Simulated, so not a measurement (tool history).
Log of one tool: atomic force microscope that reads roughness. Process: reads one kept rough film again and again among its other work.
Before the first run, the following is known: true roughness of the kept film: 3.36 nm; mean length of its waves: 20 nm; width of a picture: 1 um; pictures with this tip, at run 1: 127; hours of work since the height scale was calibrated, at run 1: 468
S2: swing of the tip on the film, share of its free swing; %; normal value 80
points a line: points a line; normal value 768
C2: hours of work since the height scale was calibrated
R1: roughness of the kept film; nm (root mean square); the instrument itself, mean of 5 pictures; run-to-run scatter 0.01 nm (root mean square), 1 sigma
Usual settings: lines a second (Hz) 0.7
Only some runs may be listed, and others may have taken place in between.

Run 1, hour 0: usual settings; pictures with this tip 127; C2 468. Result: R1 1.824 nm (root mean square).
Run 2, hour 12.9: usual settings; pictures with this tip 140; C2 475. Result: R1 1.786 nm (root mean square).
Run 3, hour 34.4: usual settings; pictures with this tip 162; C2 488. Result: R1 1.714 nm (root mean square).
Run 4, hour 45.8: usual settings; pictures with this tip 174; C2 494. Result: R1 1.692 nm (root mean square).
Run 5, hour 67.7: usual settings but S2 89 %; pictures with this tip 196; C2 507. Result: R1 1.585 nm (root mean square).
At hour 85.9: new tip fitted.
Run 6, hour 89.4: usual settings but S2 89 %; pictures with this tip 3; C2 519. Result: R1 2.305 nm (root mean square).
Run 7, hour 107.9: usual settings but S2 89 %; pictures with this tip 22; C2 530. Result: R1 2.21 nm (root mean square).
Run 8, hour 128.7: usual settings but S2 89 %; pictures with this tip 43; C2 542. Result: R1 2.107 nm (root mean square).
Run 9, hour 138.6: usual settings but S2 89 %; pictures with this tip 53; C2 548. Result: R1 2.075 nm (root mean square).
Run 10, hour 149.4: usual settings but S2 89 %; pictures with this tip 64; C2 555. Result: R1 2.028 nm (root mean square).
Run 11, hour 166.5: usual settings but S2 64 %; pictures with this tip 82; C2 565. Result: R1 2.066 nm (root mean square).
Run 12, hour 176.4: usual settings but S2 67 %, points a line 596; pictures with this tip 92; C2 570. Result: R1 2.01 nm (root mean square).
Run 13, hour 200.3: usual settings but S2 67 %, points a line 596; pictures with this tip 116; C2 584. Result: R1 1.94 nm (root mean square).
Run 14, hour 219.8: usual settings but lines a second (Hz) 3.828, S2 58 %, points a line 293; pictures with this tip 136; C2 596. Result: R1 1.742 nm (root mean square).
Run 15, hour 239: usual settings but lines a second (Hz) 0.508, S2 78 %, points a line 638; pictures with this tip 156; C2 607. Result: R1 1.792 nm (root mean square).
Run 16, hour 252.1: usual settings but lines a second (Hz) 0.572; pictures with this tip 169; C2 615. Result: R1 1.741 nm (root mean square).
Run 17, hour 262.3: usual settings but lines a second (Hz) 0.712, S2 59 %, points a line 349; pictures with this tip 180; C2 621. Result: R1 1.734 nm (root mean square).
Run 18, hour 275.9: usual settings but lines a second (Hz) 2.649, points a line 857; pictures with this tip 194; C2 628. Result: R1 1.461 nm (root mean square).
Run 19, hour 285.9: usual settings but S2 82 %, points a line 340; pictures with this tip 204; C2 634. Result: R1 1.591 nm (root mean square).
At hour 297.4: new tip fitted.
Run 20, hour 303.7: usual settings but S2 82 %, points a line 340; pictures with this tip 7; C2 644. Result: R1 2.296 nm (root mean square).
Run 21, hour 325.1: usual settings but lines a second (Hz) 1.506, points a line 775; pictures with this tip 29; C2 657. Result: R1 2.1 nm (root mean square).
Run 22, hour 336.7: usual settings but points a line 826; pictures with this tip 40; C2 664. Result: R1 2.198 nm (root mean square).

Some steps in R1 between neighbouring runs. How much of each would the tool show without its hidden state too (settings, what came in, random variation), and how much is left for the hidden state, with any gauge scatter that isn't in both results?
Unlogged tool condition in this case: radius of the tip, nm; height scale over the true one, %; drift of the gauge itself on roughness_nm, %.
Run 5 -> 6: new tip fitted. R1 +0.72 nm (root mean square): hidden state +0.718, all else +0.002.
Run 19 -> 20: new tip fitted. R1 +0.705 nm (root mean square): hidden state +0.704, all else +0.001.

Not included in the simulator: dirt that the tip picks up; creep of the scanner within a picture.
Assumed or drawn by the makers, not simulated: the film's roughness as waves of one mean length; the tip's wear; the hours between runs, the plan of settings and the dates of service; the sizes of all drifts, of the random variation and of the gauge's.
